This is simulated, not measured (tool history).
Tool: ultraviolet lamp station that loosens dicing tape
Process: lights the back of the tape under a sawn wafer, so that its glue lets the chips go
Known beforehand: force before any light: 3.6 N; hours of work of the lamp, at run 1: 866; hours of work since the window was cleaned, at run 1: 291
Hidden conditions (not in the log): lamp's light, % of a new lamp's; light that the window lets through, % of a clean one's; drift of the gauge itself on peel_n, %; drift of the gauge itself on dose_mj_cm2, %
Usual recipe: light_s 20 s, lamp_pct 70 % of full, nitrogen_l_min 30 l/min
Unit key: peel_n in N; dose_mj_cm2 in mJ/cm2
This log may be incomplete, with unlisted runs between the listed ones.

run	hour	light_s	lamp_pct	nitrogen_l_min	hours of work of the lamp	hours of work since the window was cleaned	peel_n	dose_mj_cm2
1	0.0	20	70	30	866	291	0.308	286
2	58.4	20	70	30	892	317	0.287	285
3	127.9	20	70	30	923	348	0.306	288
4	177.4	20	70	30	945	369	0.296	291
5	212.7	20	70	30	960	385	0.286	289
6	255.9	20	70	30	979	404	0.290	286
7	304.1	20	70	32	1001	426	0.298	288
8	345.8	20	70	32	1019	444	0.313	293
9	390.7	20	70	32	1039	464	0.302	286
10	446.3	20	70	48	1064	489	0.280	288
11	492.2	20	70	30	1084	509	0.306	289
12	529.5	20	70	30	1101	525	0.301	288
13	594.5	20	70	30	1129	554	0.311	286
# hour 635.9: window cleaned of glue's vapour
14	645.4	20	70	30	1152	4	0.302	284
15	681.5	20	61	30	1168	20	0.341	248
# hour 711.6: lamp changed
16	751.3	20	61	30	18	51	0.336	257
17	803.6	20	61	30	41	74	0.346	250
18	860.0	20	61	30	66	99	0.346	256
19	897.5	20	61	30	82	115	0.339	255
20	966.1	20	61	30	113	146	0.336	253
21	1018.8	19	61	30	136	169	0.376	238
22	1085.5	19	79	17	166	199	0.297	310
23	1118.2	31	74	54	180	213	0.232	473
24	1163.6	23	74	54	200	233	0.243	349
25	1196.6	35	70	37	215	248	0.235	509
26	1244.3	14	64	43	236	269	0.466	183
27	1287.5	14	64	43	255	288	0.455	186
28	1352.1	20	66	31	284	317	0.312	270
29	1388.7	11	85	31	300	333	0.472	192
30	1454.3	11	85	31	329	362	0.473	190
31	1512.4	32	81	30	355	388	0.237	531
32	1583.4	27	81	30	386	419	0.245	455
33	1628.2	17	70	23	406	439	0.361	245
34	1679.3	11	90	21	428	462	0.479	209
35	1753.2	14	81	21	461	494	0.388	234
36	1821.1	20	70	11	491	524	0.381	292
37	1893.8	33	81	36	523	557	0.242	550
# hour 1927.3: window cleaned of glue's vapour
38	1954.6	27	82	50	550	12	0.242	454
39	1999.8	23	78	49	570	32	0.243	370
40	2065.0	13	70	9	599	61	0.691	189
41	2104.9	19	69	16	617	79	0.353	270
42	2165.2	19	69	16	643	105	0.367	269

What if the next run were any one of these 4? Each begins from the tool's condition after run 42:
A	2216.1	17	82	57	666	128	?	?
B	2216.1	13	78	30	666	128	?	?
C	2216.1	22	70	30	666	128	?	?
D	2216.1	17	78	38	666	128	?	?

run	peel_n	dose_mj_cm2
A	0.283	290
B	0.433	211
C	0.272	321
D	0.299	273
Take away the tool's hidden state, keep each run's random variation, and the runs would have read:
run	peel_n	dose_mj_cm2
A	0.283	290
B	0.432	211
C	0.272	321
D	0.298	274

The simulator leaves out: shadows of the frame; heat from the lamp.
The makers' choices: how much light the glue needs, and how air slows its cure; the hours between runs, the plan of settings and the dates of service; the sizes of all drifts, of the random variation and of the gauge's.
